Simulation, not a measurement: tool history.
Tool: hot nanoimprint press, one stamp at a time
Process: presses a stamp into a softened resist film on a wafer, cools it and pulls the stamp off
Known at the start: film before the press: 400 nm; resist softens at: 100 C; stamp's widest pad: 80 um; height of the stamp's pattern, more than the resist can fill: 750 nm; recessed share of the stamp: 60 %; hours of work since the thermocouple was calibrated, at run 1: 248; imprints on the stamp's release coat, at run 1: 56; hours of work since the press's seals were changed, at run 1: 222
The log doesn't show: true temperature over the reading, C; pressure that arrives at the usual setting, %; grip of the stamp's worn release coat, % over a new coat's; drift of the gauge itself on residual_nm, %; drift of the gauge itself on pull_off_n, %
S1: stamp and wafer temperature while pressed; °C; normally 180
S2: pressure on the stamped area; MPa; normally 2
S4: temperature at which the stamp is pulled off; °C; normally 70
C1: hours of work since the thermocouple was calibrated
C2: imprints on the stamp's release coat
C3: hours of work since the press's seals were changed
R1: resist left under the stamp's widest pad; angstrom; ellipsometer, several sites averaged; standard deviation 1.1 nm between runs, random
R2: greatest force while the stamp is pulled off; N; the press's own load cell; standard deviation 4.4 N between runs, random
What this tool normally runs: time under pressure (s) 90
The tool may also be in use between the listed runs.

Run 1, hour 0: usual settings; C1 248; C2 56; C3 222. Result: R1 1808 angstrom, R2 223 N.
Run 2, hour 9.3: usual settings; C1 256; C2 101; C3 229. Result: R1 1813 angstrom, R2 226 N.
Run 3, hour 19.2: usual settings; C1 264; C2 148; C3 237. Result: R1 1795 angstrom, R2 232 N.
Run 4, hour 25: usual settings; C1 268; C2 177; C3 242. Result: R1 1808 angstrom, R2 236 N.
Run 5, hour 36.2: usual settings but S2 1.2 MPa; C1 277; C2 231; C3 250. Result: R1 2215 angstrom, R2 247 N.
Run 6, hour 48.9: usual settings but S2 1.2 MPa; C1 287; C2 292; C3 260. Result: R1 2224 angstrom, R2 243 N.
Run 7, hour 57.9: usual settings but S4 66 °C; C1 294; C2 335; C3 267. Result: R1 1823 angstrom, R2 275 N.
Run 8, hour 69.2: usual settings but S4 66 °C; C1 303; C2 390; C3 276. Result: R1 1840 angstrom, R2 276 N.
Run 9, hour 79.9: usual settings but S4 66 °C; C1 312; C2 442; C3 285. Result: R1 1812 angstrom, R2 277 N.
Run 10, hour 93.4: usual settings but S4 66 °C; C1 322; C2 507; C3 296. Result: R1 1823 angstrom, R2 286 N.
Run 11, hour 101.2: usual settings but S4 66 °C; C1 328; C2 545; C3 302. Result: R1 1860 angstrom, R2 287 N.
Run 12, hour 108.4: usual settings but S2 1.68 MPa, S4 72 °C; C1 334; C2 579; C3 307. Result: R1 1982 angstrom, R2 249 N.
Run 13, hour 121.5: usual settings but S1 186 °C, S2 1.35 MPa, time under pressure (s) 140; C1 344; C2 642; C3 318. Result: R1 1406 angstrom, R2 266 N.
Run 14, hour 131.5: usual settings but S1 186 °C, S2 1.35 MPa, time under pressure (s) 140; C1 352; C2 691; C3 326. Result: R1 1423 angstrom, R2 278 N.
Run 15, hour 143.5: usual settings but S1 186 °C, S2 1.35 MPa, time under pressure (s) 140; C1 362; C2 748; C3 335. Result: R1 1383 angstrom, R2 282 N.
Run 16, hour 155.1: usual settings but S1 171 °C, S2 1.74 MPa, time under pressure (s) 156; C1 371; C2 805; C3 344. Result: R1 2394 angstrom, R2 287 N.
Run 17, hour 161.6: usual settings but S1 171 °C, S2 1.74 MPa, time under pressure (s) 156; C1 376; C2 836; C3 349. Result: R1 2380 angstrom, R2 282 N.
Run 18, hour 175.8: usual settings but S1 171 °C, S2 1.74 MPa, time under pressure (s) 156; C1 387; C2 904; C3 361. Result: R1 2387 angstrom, R2 300 N.
At hour 184.8: stamp cleaned and given a new release coat.
Run 19, hour 191.1: usual settings but S1 190 °C, S2 1.76 MPa, time under pressure (s) 108, S4 59 °C; C1 395; C2 30; C3 368. Result: R1 1182 angstrom, R2 283 N.
Run 20, hour 202.9: usual settings but S1 174 °C, S2 1.76 MPa, time under pressure (s) 98, S4 67 °C; C1 404; C2 87; C3 377. Result: R1 2458 angstrom, R2 257 N.

Branching from run 20: 3 alternative next runs. What would each branch give?
Run A, hour 209.2: usual settings but S1 174 °C, S2 1.76 MPa, time under pressure (s) 103, S4 67 °C; C1 409; C2 117; C3 382. Result: R1 ?, R2 ?.
Run B, hour 209.2: usual settings but S1 177 °C, S4 59 °C; C1 409; C2 117; C3 382. Result: R1 ?, R2 ?.
Run C, hour 209.2: usual settings but S1 177 °C, S2 1.76 MPa, time under pressure (s) 77, S4 57 °C; C1 409; C2 117; C3 382. Result: R1 ?, R2 ?.

run    R1   R2
  A  2401  246
  B  2104  288
  C  2340  308
Take away the tool's hidden state, keep each run's random variation, and the runs would have read:
run    R1   R2
  A  2205  228
  B  1921  269
  C  2154  287

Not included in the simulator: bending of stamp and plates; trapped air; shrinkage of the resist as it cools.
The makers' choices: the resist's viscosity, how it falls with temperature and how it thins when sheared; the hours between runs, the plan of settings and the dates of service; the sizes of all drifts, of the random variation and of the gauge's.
